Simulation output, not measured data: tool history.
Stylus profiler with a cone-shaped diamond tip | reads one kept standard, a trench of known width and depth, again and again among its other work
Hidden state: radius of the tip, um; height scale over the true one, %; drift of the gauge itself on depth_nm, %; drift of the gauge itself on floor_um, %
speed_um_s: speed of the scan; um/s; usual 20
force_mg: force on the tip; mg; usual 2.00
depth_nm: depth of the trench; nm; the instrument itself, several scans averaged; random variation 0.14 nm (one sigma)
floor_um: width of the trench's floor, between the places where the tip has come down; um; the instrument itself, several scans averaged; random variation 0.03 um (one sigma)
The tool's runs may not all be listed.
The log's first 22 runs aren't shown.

run	day	speed_um_s	force_mg	scans with this tip	hours of work since the height scale was calibrated	depth_nm	floor_um
23	16.479	41	2.00	15544	1159	505.46	15.84
24	17.138	13	1.22	15710	1171	504.18	15.87
25	17.729	13	1.22	15857	1182	504.28	15.79
26	18.704	13	4.84	16103	1200	508.03	15.87
27	19.596	20	5.04	16327	1217	508.24	15.82
28	20.708	20	5.04	16607	1238	508.34	15.77
29	21.588	61	5.04	16828	1254	508.37	15.73
30	22.683	61	5.04	17103	1275	508.23	15.70
31	23.546	42	0.90	17320	1291	503.84	15.66
32	24.608	42	0.90	17587	1311	504.08	15.58
33	25.200	42	0.90	17737	1322	503.72	15.57
34	26.021	9	1.52	17943	1337	504.63	15.73
35	26.992	9	1.52	18187	1356	504.76	15.64
36	27.654	9	1.52	18353	1368	504.76	15.71
37	28.350	11	0.83	18529	1381	503.87	15.66
38	29.121	68	1.22	18722	1396	504.33	15.49
39	30.088	61	2.14	18965	1414	505.68	15.49
40	30.917	47	2.00	19174	1429	505.78	15.54
41	32.050	42	5.47	19459	1450	509.01	15.54
42	32.583	12	0.74	19593	1460	503.72	15.52
43	33.646	12	0.74	19860	1480	503.84	15.57
44	34.296	11	0.78	20024	1493	503.88	15.56
45	35.212	6	5.56	20254	1510	509.34	15.57
46	35.825	20	2.84	20408	1521	506.55	15.49

4 ways to go on from here, each from the tool as it stands after run 46. What would each give?
A	36.846	61	0.70	20665	1540	?	?
B	36.846	78	5.78	20665	1540	?	?
C	36.846	10	1.86	20665	1540	?	?
D	36.846	10	1.32	20665	1540	?	?

run	depth_nm	floor_um
A	504.33	15.30
B	509.38	15.45
C	505.71	15.45
D	504.86	15.53
Without the tool's hidden state the same runs would have given:
run	depth_nm	floor_um
A	502.17	17.11
B	507.19	17.26
C	503.54	17.27
D	502.69	17.35
